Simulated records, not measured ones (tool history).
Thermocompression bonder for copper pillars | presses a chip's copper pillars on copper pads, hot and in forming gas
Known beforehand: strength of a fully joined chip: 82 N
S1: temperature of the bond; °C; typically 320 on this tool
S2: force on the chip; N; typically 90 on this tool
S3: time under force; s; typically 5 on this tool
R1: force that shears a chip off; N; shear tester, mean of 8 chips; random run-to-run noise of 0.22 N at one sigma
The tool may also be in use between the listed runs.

run	hour	S1	S2	S3	R1
1	0.0	320	90	5	51.5
2	54.9	347	90	5	64.5
3	108.4	347	90	5	62.1
4	152.4	347	90	5	62.1
5	195.8	320	90	4	46.7
6	222.2	320	90	4	46.6
7	262.9	320	90	4	47.4
8	299.8	320	90	4	47.3
9	342.0	320	90	4	47.4
10	374.7	320	90	4	46.9
11	411.7	320	90	4	46.7
12	439.9	320	90	5	50.1
13	468.6	320	90	5	49.9
14	517.5	320	90	5	50.9
15	567.2	320	90	5	50.4
16	610.0	320	90	5	50.2
17	656.6	320	90	4	47.2
18	690.2	320	90	4	46.5
19	725.9	320	90	3	42.4
20	780.1	320	90	3	43.2
21	830.6	315	66	5	36.0
22	869.9	315	66	5	36.2
23	922.2	315	66	5	35.9
24	952.9	315	64	4	31.9
25	1006.8	299	57	5	25.3
26	1032.8	299	57	5	25.3
27	1083.6	299	57	5	25.4
28	1134.2	320	83	8	54.4
29	1185.1	346	90	5	61.7
30	1219.8	319	90	3	42.3
31	1244.3	320	66	10	48.6
32	1280.8	320	66	10	48.8
33	1321.7	333	121	5	67.7
34	1356.0	348	90	5	62.7
35	1385.3	348	90	5	62.5
36	1422.0	302	94	11	54.8
37	1468.0	302	94	11	54.7
38	1515.2	302	94	11	55.7

Between the runs listed above, the log contained 8 entries, not reproduced here. Where in the sequence does each belong, and how does what the log doesn't record of the tool's condition differ from the listed run before to the listed run after?
Runs 1 to 2: forming gas filter changed (hour 15.0)
  force that reaches the chip, % of what is set: 105.2 -> 105.3; oxide that the forming gas leaves, % of the face: 2.58 -> 0.89
  measured result minus the result with no hidden state, R1: +0.4 -> +1.1 N
Runs 2 to 3: force cell calibrated (hour 60.8)
  true temperature of the bond over the reading, C: -1.2 -> -1.3; force that reaches the chip, % of what is set: 105.3 -> 100.4; oxide that the forming gas leaves, % of the face: 0.89 -> 1.32
  measured result minus the result with no hidden state, R1: +1.1 -> -0.9 N
Runs 6 to 7: forming gas filter changed (hour 262.9)
  force that reaches the chip, % of what is set: 100.6 -> 100.7; oxide that the forming gas leaves, % of the face: 2.26 -> 0.57
  measured result minus the result with no hidden state, R1: -1.3 -> -0.5 N
Runs 13 to 14: forming gas filter changed (hour 507.4)
  force that reaches the chip, % of what is set: 101.1 -> 101.2; oxide that the forming gas leaves, % of the face: 2.34 -> 0.6
  measured result minus the result with no hidden state, R1: -1.3 -> -0.4 N
Runs 19 to 20: forming gas filter changed (hour 752.8)
  true temperature of the bond over the reading, C: -2.1 -> -2.2; force that reaches the chip, % of what is set: 101.6 -> 101.7; oxide that the forming gas leaves, % of the face: 2.37 -> 0.77
  measured result minus the result with no hidden state, R1: -1.2 -> -0.5 N
Runs 24 to 25: forming gas filter changed (hour 998.2)
  true temperature of the bond over the reading, C: -2.4 -> -2.5; force that reaches the chip, % of what is set: 102 -> 102.1; oxide that the forming gas leaves, % of the face: 2.17 -> 0.57
  measured result minus the result with no hidden state, R1: -0.8 -> -0.3 N
Runs 30 to 31: forming gas filter changed (hour 1244.3)
  true temperature of the bond over the reading, C: -2.7 -> -2.8; force that reaches the chip, % of what is set: 102.5 -> 102.6; oxide that the forming gas leaves, % of the face: 2.36 -> 0.5
  measured result minus the result with no hidden state, R1: -1.0 -> -0.3 N
Runs 37 to 38: forming gas filter changed (hour 1487.6)
  true temperature of the bond over the reading, C: -3 -> -3.1; force that reaches the chip, % of what is set: 103 -> 103.1; oxide that the forming gas leaves, % of the face: 2.28 -> 0.81
  measured result minus the result with no hidden state, R1: -1.3 -> -0.4 N
